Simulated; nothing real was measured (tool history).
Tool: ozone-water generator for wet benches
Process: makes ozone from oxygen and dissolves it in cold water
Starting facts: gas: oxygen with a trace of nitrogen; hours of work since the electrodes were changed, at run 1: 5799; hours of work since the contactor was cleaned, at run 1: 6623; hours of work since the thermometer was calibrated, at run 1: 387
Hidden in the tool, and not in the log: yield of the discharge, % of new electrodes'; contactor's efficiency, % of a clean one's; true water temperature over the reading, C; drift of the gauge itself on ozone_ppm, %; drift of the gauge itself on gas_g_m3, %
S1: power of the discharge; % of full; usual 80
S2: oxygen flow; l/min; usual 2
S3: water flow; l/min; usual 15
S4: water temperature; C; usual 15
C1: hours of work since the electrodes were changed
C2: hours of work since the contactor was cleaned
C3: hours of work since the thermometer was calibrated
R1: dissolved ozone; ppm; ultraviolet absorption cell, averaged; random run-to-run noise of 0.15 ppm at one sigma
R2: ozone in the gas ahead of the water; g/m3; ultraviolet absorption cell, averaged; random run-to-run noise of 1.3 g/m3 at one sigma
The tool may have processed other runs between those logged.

run	day	S1	S2	S3	S4	C1	C2	C3	R1	R2
1	0	80	2	15	15	5799	6623	387	15.5	211.5
2	3.267	80	2	15	15	5866	6689	453	15.5	209.5
3	6.479	62	2	15	15	5931	6755	519	12.8	178.5
4	11.196	62	2	15	15	6027	6851	615	12.9	175.5
# day 16.242: contactor cleaned
5	16.242	62	2	15	15	6127	0	715	13.6	175.5
6	20.208	62	2	15	9	6208	81	796	14.2	174.5
7	25.075	62	2	15	9	6307	180	895	14.2	174.9
8	31.979	62	2	15	9	6448	321	1036	14.1	173.4
9	37.483	62	2	14	9	6560	433	1148	14.9	174
10	44.154	62	2	14	9	6696	569	1284	14.9	173.4
11	51.204	80	2	15	15	6840	713	1428	15.9	207.7
12	55.25	80	2	15	15	6922	795	1510	15.7	204
13	59.55	80	2	20	15	7010	883	1598	12.1	207.3
14	65.233	80	2	20	15	7126	999	1714	12	203.6
15	68.617	80	2	20	15	7195	1068	1783	12.2	202.1
16	74.538	80	2.09	15	15	7316	1189	1903	15.7	198.7
17	80.179	80	2.09	15	15	7431	1304	2019	15.8	200.3
18	83.667	80	1.1	17	15	7502	1375	2090	10.8	253.8
19	86.983	80	1.1	17	15	7570	1443	2157	10.6	251.5
20	91.575	80	2	17	17	7663	1536	2251	13.8	201.9
21	96.025	80	1.22	12	9	7754	1627	2342	16.4	244
22	100.583	57	1.11	12	9	7847	1720	2435	12.4	198.9
23	103.958	57	1.11	12	9	7916	1789	2503	12.2	200.1
24	110.508	46	2	15	11	8049	1922	2637	10.8	136.3
25	114.317	45	2.28	10	11	8127	2000	2715	15.8	128.6
26	120.017	45	2.28	10	11	8243	2116	2831	15.9	129.1
27	125.712	49	1.6	18	7	8359	2232	2947	9	156.5
28	131.575	45	2.82	13	16	8479	2352	3067	12.6	118.4
29	136.788	76	2.58	15	12	8585	2458	3173	16.1	172.7
30	143.1	80	1.16	10	7	8714	2587	3302	18.4	241.7
31	147.546	80	2.4	15	10	8805	2678	3392	16.5	182.2

What does the tool deliver on the next run?
32	150.771	78	1.36	9	21	8870	2743	3458	?	?

R1: 18.4 ppm
R2: 224.2 g/m3
If the tool had no hidden condition, the same run with the same run-to-run variation would have returned R1 22.8 ppm, R2 272.3 g/m3.

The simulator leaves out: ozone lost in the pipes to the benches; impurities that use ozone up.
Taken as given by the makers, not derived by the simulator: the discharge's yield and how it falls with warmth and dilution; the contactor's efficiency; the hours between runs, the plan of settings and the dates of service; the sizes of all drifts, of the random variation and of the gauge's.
